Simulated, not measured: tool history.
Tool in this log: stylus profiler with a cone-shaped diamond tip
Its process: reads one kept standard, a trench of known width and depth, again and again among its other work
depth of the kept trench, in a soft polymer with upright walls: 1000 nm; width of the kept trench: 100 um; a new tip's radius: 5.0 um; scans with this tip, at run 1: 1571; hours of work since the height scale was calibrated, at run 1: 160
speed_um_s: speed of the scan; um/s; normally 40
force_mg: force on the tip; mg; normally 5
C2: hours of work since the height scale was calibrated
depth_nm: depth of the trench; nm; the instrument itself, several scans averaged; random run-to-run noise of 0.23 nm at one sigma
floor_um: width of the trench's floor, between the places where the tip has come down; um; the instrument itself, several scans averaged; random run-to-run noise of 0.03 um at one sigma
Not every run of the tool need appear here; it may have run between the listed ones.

Run 1, hour 0: usual settings; scans with this tip 1571; C2 160. Result: depth_nm 1012.63 nm, floor_um 93.74 um.
Run 2, hour 17.6: usual settings but force_mg 1.74 mg; scans with this tip 1705; C2 174. Result: depth_nm 1006.36 nm, floor_um 93.69 um.
Run 3, hour 31.9: usual settings but force_mg 1.74 mg; scans with this tip 1815; C2 185. Result: depth_nm 1006.53 nm, floor_um 93.65 um.
Run 4, hour 46.3: usual settings but force_mg 1.74 mg; scans with this tip 1925; C2 196. Result: depth_nm 1006.91 nm, floor_um 93.68 um.
Run 5, hour 58.7: usual settings but force_mg 4.25 mg; scans with this tip 2019; C2 206. Result: depth_nm 1011.58 nm, floor_um 93.72 um.
Run 6, hour 68.4: usual settings; scans with this tip 2093; C2 214. Result: depth_nm 1012.57 nm, floor_um 93.69 um.
Run 7, hour 76.8: usual settings but speed_um_s 12 um/s; scans with this tip 2157; C2 220. Result: depth_nm 1012.53 nm, floor_um 93.76 um.
Run 8, hour 85.5: usual settings but speed_um_s 35 um/s; scans with this tip 2223; C2 227. Result: depth_nm 1013 nm, floor_um 93.65 um.
Run 9, hour 95.8: usual settings but speed_um_s 35 um/s; scans with this tip 2302; C2 235. Result: depth_nm 1012.74 nm, floor_um 93.62 um.
Run 10, hour 105.1: usual settings but speed_um_s 13 um/s; scans with this tip 2373; C2 242. Result: depth_nm 1013.11 nm, floor_um 93.7 um.
Run 11, hour 120.2: usual settings but speed_um_s 15 um/s, force_mg 1.71 mg; scans with this tip 2489; C2 254. Result: depth_nm 1007.28 nm, floor_um 93.7 um.
Run 12, hour 137.2: usual settings but speed_um_s 15 um/s, force_mg 1.71 mg; scans with this tip 2618; C2 267. Result: depth_nm 1007.32 nm, floor_um 93.65 um.

Run 13 is up next; what results do you expect?
Run 13, hour 150.2: usual settings but speed_um_s 17 um/s, force_mg 7.34 mg; scans with this tip 2717; C2 277. Result: depth_nm ?, floor_um ?.

Logged for run 13: depth_nm 1016.1 nm, floor_um 93.72 um.
Minus the tool's unlogged condition, the same run would have read depth_nm 1014.94 nm, floor_um 94.02 um.
